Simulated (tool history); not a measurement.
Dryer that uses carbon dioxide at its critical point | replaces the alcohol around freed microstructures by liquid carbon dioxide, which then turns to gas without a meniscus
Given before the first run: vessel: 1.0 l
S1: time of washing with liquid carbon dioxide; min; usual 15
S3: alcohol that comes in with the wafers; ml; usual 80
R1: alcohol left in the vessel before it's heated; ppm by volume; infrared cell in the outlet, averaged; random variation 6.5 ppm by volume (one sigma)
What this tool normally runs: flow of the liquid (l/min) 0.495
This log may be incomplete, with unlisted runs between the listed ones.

run 1 hour=0.0 | S1=15 flow_of_the_liquid_(l/min)=0.495 S3=80 | R1=332
run 2 hour=7.9 | S1=15 flow_of_the_liquid_(l/min)=0.495 S3=69 | R1=304
run 3 hour=15.7 | S1=15 flow_of_the_liquid_(l/min)=0.339 S3=80 | R1=1772
run 4 hour=24.6 | S1=15 flow_of_the_liquid_(l/min)=0.339 S3=80 | R1=1802
run 5 hour=32.5 | S1=15 flow_of_the_liquid_(l/min)=0.495 S3=80 | R1=339
run 6 hour=39.7 | S1=15 flow_of_the_liquid_(l/min)=0.495 S3=80 | R1=347
run 7 hour=45.8 | S1=15 flow_of_the_liquid_(l/min)=0.495 S3=80 | R1=360
run 8 hour=54.3 | S1=15 flow_of_the_liquid_(l/min)=0.495 S3=25 | R1=127
run 9 hour=59.7 | S1=15 flow_of_the_liquid_(l/min)=0.495 S3=25 | R1=131
run 10 hour=66.6 | S1=15 flow_of_the_liquid_(l/min)=0.495 S3=80 | R1=361
run 11 hour=73.2 | S1=15 flow_of_the_liquid_(l/min)=0.495 S3=80 | R1=370
run 12 hour=77.4 | S1=15 flow_of_the_liquid_(l/min)=0.495 S3=80 | R1=362
run 13 hour=81.5 | S1=15 flow_of_the_liquid_(l/min)=0.524 S3=80 | R1=267
run 14 hour=89.9 | S1=21 flow_of_the_liquid_(l/min)=0.495 S3=80 | R1=63
run 15 hour=96.5 | S1=21 flow_of_the_liquid_(l/min)=0.495 S3=80 | R1=70
run 16 hour=102.6 | S1=21 flow_of_the_liquid_(l/min)=0.495 S3=80 | R1=62
run 17 hour=108.7 | S1=21 flow_of_the_liquid_(l/min)=0.495 S3=80 | R1=62
run 18 hour=116.7 | S1=21 flow_of_the_liquid_(l/min)=0.495 S3=80 | R1=65
run 19 hour=120.7 | S1=21 flow_of_the_liquid_(l/min)=0.495 S3=80 | R1=70
run 20 hour=124.8 | S1=10 flow_of_the_liquid_(l/min)=0.495 S3=80 | R1=2169
run 21 hour=132.3 | S1=19 flow_of_the_liquid_(l/min)=0.495 S3=80 | R1=110
run 22 hour=138.5 | S1=15 flow_of_the_liquid_(l/min)=0.495 S3=80 | R1=367
run 23 hour=145.9 | S1=15 flow_of_the_liquid_(l/min)=0.495 S3=80 | R1=392
run 24 hour=154.1 | S1=15 flow_of_the_liquid_(l/min)=0.582 S3=40 | R1=109
run 25 hour=161.8 | S1=15 flow_of_the_liquid_(l/min)=0.582 S3=40 | R1=104
run 26 hour=167.2 | S1=15 flow_of_the_liquid_(l/min)=0.582 S3=40 | R1=110
run 27 hour=175.4 | S1=24 flow_of_the_liquid_(l/min)=0.455 S3=80 | R1=63
run 28 hour=179.2 | S1=15 flow_of_the_liquid_(l/min)=0.362 S3=80 | R1=1534
run 29 hour=185.0 | S1=15 flow_of_the_liquid_(l/min)=0.362 S3=80 | R1=1571
run 30 hour=191.1 | S1=15 flow_of_the_liquid_(l/min)=0.813 S3=32 | R1=44
run 31 hour=199.0 | S1=23 flow_of_the_liquid_(l/min)=0.445 S3=25 | R1=51
run 32 hour=205.5 | S1=16 flow_of_the_liquid_(l/min)=0.452 S3=71 | R1=418
run 33 hour=210.1 | S1=15 flow_of_the_liquid_(l/min)=0.663 S3=108 | R1=120
run 34 hour=215.0 | S1=15 flow_of_the_liquid_(l/min)=0.386 S3=108 | R1=1631
run 35 hour=220.6 | S1=15 flow_of_the_liquid_(l/min)=0.386 S3=108 | R1=1663
run 36 hour=227.4 | S1=15 flow_of_the_liquid_(l/min)=0.386 S3=108 | R1=1676
run 37 hour=232.9 | S1=15 flow_of_the_liquid_(l/min)=0.534 S3=41 | R1=165
run 38 hour=238.2 | S1=15 flow_of_the_liquid_(l/min)=0.495 S3=27 | R1=168
run 39 hour=243.7 | S1=15 flow_of_the_liquid_(l/min)=0.362 S3=46 | R1=929
run 40 hour=248.2 | S1=15 flow_of_the_liquid_(l/min)=0.362 S3=46 | R1=958
run 41 hour=253.8 | S1=17 flow_of_the_liquid_(l/min)=0.611 S3=54 | R1=73
run 42 hour=259.2 | S1=15 flow_of_the_liquid_(l/min)=0.445 S3=116 | R1=1017
run 43 hour=263.7 | S1=15 flow_of_the_liquid_(l/min)=0.445 S3=116 | R1=1017
run 44 hour=270.6 | S1=11 flow_of_the_liquid_(l/min)=0.495 S3=48 | R1=1031
run 45 hour=277.7 | S1=11 flow_of_the_liquid_(l/min)=0.560 S3=48 | R1=649
run 46 hour=281.9 | S1=15 flow_of_the_liquid_(l/min)=0.495 S3=65 | R1=373

What if the next run were any one of these 3? Each begins from the tool's condition after run 46:
run A hour=288.5 | S1=15 flow_of_the_liquid_(l/min)=0.420 S3=38 | R1=?
run B hour=288.5 | S1=15 flow_of_the_liquid_(l/min)=0.569 S3=78 | R1=?
run C hour=288.5 | S1=10 flow_of_the_liquid_(l/min)=0.495 S3=80 | R1=?

run=A R1=451
run=B R1=226
run=C R1=2390
What these runs would have given with no unlogged condition in the tool:
run=A R1=295
run=B R1=121
run=C R1=1805

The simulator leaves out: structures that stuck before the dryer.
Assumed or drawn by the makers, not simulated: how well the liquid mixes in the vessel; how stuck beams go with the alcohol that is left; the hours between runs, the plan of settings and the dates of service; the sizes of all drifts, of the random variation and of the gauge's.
